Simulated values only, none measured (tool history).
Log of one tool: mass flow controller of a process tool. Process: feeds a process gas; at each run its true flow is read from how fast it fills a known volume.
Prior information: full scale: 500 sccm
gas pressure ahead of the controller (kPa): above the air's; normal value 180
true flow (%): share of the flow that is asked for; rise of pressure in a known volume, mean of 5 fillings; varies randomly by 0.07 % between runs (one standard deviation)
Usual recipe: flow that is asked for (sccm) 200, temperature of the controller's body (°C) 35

run,hour,flow that is asked for (sccm),gas pressure ahead of the controller (kPa),temperature of the controller's body (°C),true flow (%)
1,0.0,200,180,35,99.41
2,234.5,200,180,35,99.39
3,456.1,200,180,35,99.41
4,585.6,200,180,35,99.43
5,841.1,200,180,35,99.36
6,965.9,200,180,35,99.32
7,1198.8,202,180,35,99.37
8,1306.5,202,180,35,99.29
9,1538.5,200,180,27,99.96
# hour 1603.2: controller's zero set anew
10,1668.1,200,180,35,97.67
11,1888.6,200,271,35,97.93
12,2055.3,200,180,35,97.73
13,2306.7,200,180,35,97.84
14,2552.9,200,209,35,97.89
15,2769.8,200,180,35,97.85
16,3036.8,200,180,35,97.81
17,3189.2,141,221,39,97.61
18,3314.5,141,221,39,97.56
19,3447.0,200,180,24,98.57
20,3642.5,200,142,22,98.72
21,3845.1,200,142,22,98.63
22,4052.6,108,262,23,99.10
23,4249.3,401,169,25,98.93
24,4365.2,401,156,36,98.20
25,4474.7,145,156,27,98.43
26,4629.8,200,155,21,98.88
27,4894.1,374,180,35,98.30
28,5065.3,374,180,35,98.24
29,5332.0,374,180,35,98.16

Branching from run 29: 3 alternative next runs. What would each branch give?
A,5468.5,58,155,35,?
B,5468.5,98,141,24,?
C,5468.5,200,180,27,?

run,true flow (%)
A,99.24
B,99.12
C,98.62
With the hidden condition removed and each run's random variation left untouched, the same runs would have given:
run,true flow (%)
A,97.89
B,98.72
C,98.92

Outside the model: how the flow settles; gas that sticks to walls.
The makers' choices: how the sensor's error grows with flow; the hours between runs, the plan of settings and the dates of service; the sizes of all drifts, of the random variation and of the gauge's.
